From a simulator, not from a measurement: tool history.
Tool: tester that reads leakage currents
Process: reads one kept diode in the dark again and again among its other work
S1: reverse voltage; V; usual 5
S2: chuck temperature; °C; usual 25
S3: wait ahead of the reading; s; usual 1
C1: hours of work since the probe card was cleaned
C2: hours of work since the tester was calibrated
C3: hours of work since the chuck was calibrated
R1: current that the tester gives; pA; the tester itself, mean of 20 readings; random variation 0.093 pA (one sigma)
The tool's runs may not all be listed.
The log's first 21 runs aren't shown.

run,day,S1,S2,S3,C1,C2,C3,R1
22,18.2,13.91,25,0.32,2022,1030,49,83.21
23,19,4.53,24,3.58,2035,1044,62,36.37
24,19.742,4.53,24,3.58,2048,1056,75,36.49
25,20.488,2.03,21,1.48,2061,1069,88,19.31
# day 20.729: chuck's temperature calibrated, once more
26,21.108,2.03,21,1.48,2070,1078,6,16.54
27,22.217,2.03,21,1.48,2088,1097,25,16.68
28,23.288,6.95,48,1.48,2107,1115,43,213.46
29,24.067,5,57,3.6,2120,1128,57,347.55
30,24.608,1.12,40,0.3,2129,1137,66,51.44
31,25.821,1.71,23,0.3,2150,1158,86,18.39
32,27.012,1.08,43,4,2170,1178,107,63.34
33,27.983,1.08,43,4,2186,1195,123,63.4

Forecast run 34:
34,28.517,1.08,35,0.71,2195,1204,132,?

Run 34 gave R1 34.59 pA.
Without the tool's hidden state the same run would have given R1 30.7 pA.

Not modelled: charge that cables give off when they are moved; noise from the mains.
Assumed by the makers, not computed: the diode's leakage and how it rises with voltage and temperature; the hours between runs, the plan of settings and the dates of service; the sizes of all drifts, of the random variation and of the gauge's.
